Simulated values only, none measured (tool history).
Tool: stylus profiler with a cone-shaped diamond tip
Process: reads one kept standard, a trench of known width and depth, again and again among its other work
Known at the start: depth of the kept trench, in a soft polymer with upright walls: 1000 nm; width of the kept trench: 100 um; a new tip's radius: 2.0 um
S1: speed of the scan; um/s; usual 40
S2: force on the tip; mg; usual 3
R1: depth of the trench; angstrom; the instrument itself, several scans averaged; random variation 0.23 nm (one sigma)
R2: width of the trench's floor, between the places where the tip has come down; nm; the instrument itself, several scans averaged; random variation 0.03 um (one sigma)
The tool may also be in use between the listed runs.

| run | day | S1 | S2 | R1 | R2 |
|---|---|---|---|---|---|
| 1 | 0 | 40 | 3 | 10166.3 | 95680 |
| 2 | 4.4 | 40 | 3 | 10159.5 | 95540 |
| 3 | 6.85 | 15 | 3 | 10166.2 | 95670 |
| 4 | 9.879 | 15 | 3 | 10163.1 | 95540 |
| 5 | 14.312 | 40 | 4.44 | 10214.4 | 95410 |
| 6 | 18.079 | 40 | 4.23 | 10210.2 | 95360 |
| 7 | 20.312 | 40 | 4.23 | 10207.9 | 95300 |
| 8 | 24.075 | 40 | 4.23 | 10207.2 | 95240 |
| 9 | 27.933 | 40 | 4.23 | 10213.7 | 95170 |
| 10 | 30.392 | 75 | 3 | 10172.3 | 94920 |
| 11 | 33.812 | 40 | 2.37 | 10147.3 | 95050 |
| 12 | 37.412 | 40 | 2.37 | 10149.2 | 94980 |
| 13 | 39.546 | 40 | 3 | 10172.5 | 94890 |
| 14 | 41.467 | 40 | 3 | 10173.3 | 94930 |
| 15 | 44.529 | 40 | 3 | 10167.5 | 94870 |
| 16 | 47.762 | 40 | 3 | 10175.5 | 94810 |
| 17 | 49.792 | 40 | 3 | 10174.2 | 94720 |
| 18 | 52.4 | 40 | 3 | 10175.1 | 94670 |
| 19 | 55.329 | 40 | 3 | 10173.3 | 94600 |
| 20 | 57.408 | 11 | 3 | 10174.4 | 94740 |
| 21 | 61.608 | 12 | 3 | 10175.1 | 94700 |
| 22 | 64.958 | 12 | 3 | 10175.6 | 94660 |
| 23 | 68.967 | 12 | 3.28 | 10185.6 | 94530 |
| 24 | 71.842 | 13 | 2.25 | 10152.2 | 94480 |
| 25 | 74.95 | 144 | 1.87 | 10133.4 | 93760 |
| 26 | 78.504 | 110 | 8.74 | 10346.1 | 94240 |
|  | 79.946 | height scale calibrated on a step standard |
| 27 | 82.046 | 129 | 1.96 | 10122.8 | 93760 |
| 28 | 86.5 | 47 | 3 | 10165.5 | 94160 |
| 29 | 90.596 | 70 | 4 | 10194.2 | 94040 |
| 30 | 94.508 | 70 | 7.57 | 10297.1 | 94030 |
| 31 | 98.283 | 70 | 7.57 | 10298.4 | 93970 |
| 32 | 101.517 | 19 | 3.81 | 10187 | 94030 |
| 33 | 104.733 | 80 | 4.72 | 10219.3 | 93840 |
| 34 | 109.029 | 21 | 1.31 | 10096.2 | 93870 |
| 35 | 112.338 | 103 | 1.27 | 10091.8 | 93360 |
| 36 | 115.296 | 103 | 1.27 | 10098.4 | 93320 |
| 37 | 118.821 | 103 | 1.27 | 10097.9 | 93190 |
|  | 119.133 | new tip fitted, height scale calibrated |
| 38 | 123.058 | 103 | 1.27 | 10085.9 | 95700 |

Run 39 comes next. What will it give?
| 39 | 126.804 | 103 | 1.27 | ? | ? |

R1: 10088.4 angstrom
R2: 95680 nm
Without the tool's hidden state the same run would have given R1 10089.9 angstrom, R2 95900 nm.
